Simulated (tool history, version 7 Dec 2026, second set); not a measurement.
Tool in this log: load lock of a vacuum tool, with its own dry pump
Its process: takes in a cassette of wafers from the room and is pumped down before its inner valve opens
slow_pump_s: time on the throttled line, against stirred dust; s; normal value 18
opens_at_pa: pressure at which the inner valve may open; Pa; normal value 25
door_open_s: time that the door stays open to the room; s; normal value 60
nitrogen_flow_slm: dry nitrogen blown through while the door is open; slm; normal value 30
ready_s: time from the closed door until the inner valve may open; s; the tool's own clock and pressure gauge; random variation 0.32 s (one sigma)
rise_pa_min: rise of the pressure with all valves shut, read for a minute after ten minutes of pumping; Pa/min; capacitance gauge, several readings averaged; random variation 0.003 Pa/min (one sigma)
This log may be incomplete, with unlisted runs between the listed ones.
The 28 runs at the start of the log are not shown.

run	hour	slow_pump_s	opens_at_pa	door_open_s	nitrogen_flow_slm	incoming humidity of the room's air, %	ready_s	rise_pa_min
29	7313.5	20	37	60	30	47.8	30.1	0.201
30	7598.1	20	37	60	30	43	30.3	0.201
31	7761	20	37	60	36	44	30.1	0.203
32	8052.8	18	25	35	6	43	28.8	0.215
33	8300.9	12	20	224	30	48	26	0.283
34	8458.3	24	21	224	30	44	34.9	0.287
35	8735.2	10	43	53	30	47.7	22.5	0.231
36	9033.6	32	30	161	13	47.1	40.6	0.312

Branching from run 36: 5 alternative next runs. What would each branch give?
A	9200.2	29	39	60	30	46.6	?	?
B	9200.2	32	33	161	13	44.4	?	?
C	9200.2	13	43	60	21	45.9	?	?
D	9200.2	35	33	76	30	48.1	?	?
E	9200.2	32	19	125	13	44	?	?

run	ready_s	rise_pa_min
A	37.2	0.252
B	40.1	0.309
C	25.2	0.252
D	42.5	0.256
E	41	0.287
The same runs, with their run-to-run variation unchanged, on a tool lacking any hidden condition would have given:
run	ready_s	rise_pa_min
A	36.3	0.047
B	39.3	0.106
C	24	0.045
D	41.7	0.053
E	40	0.084
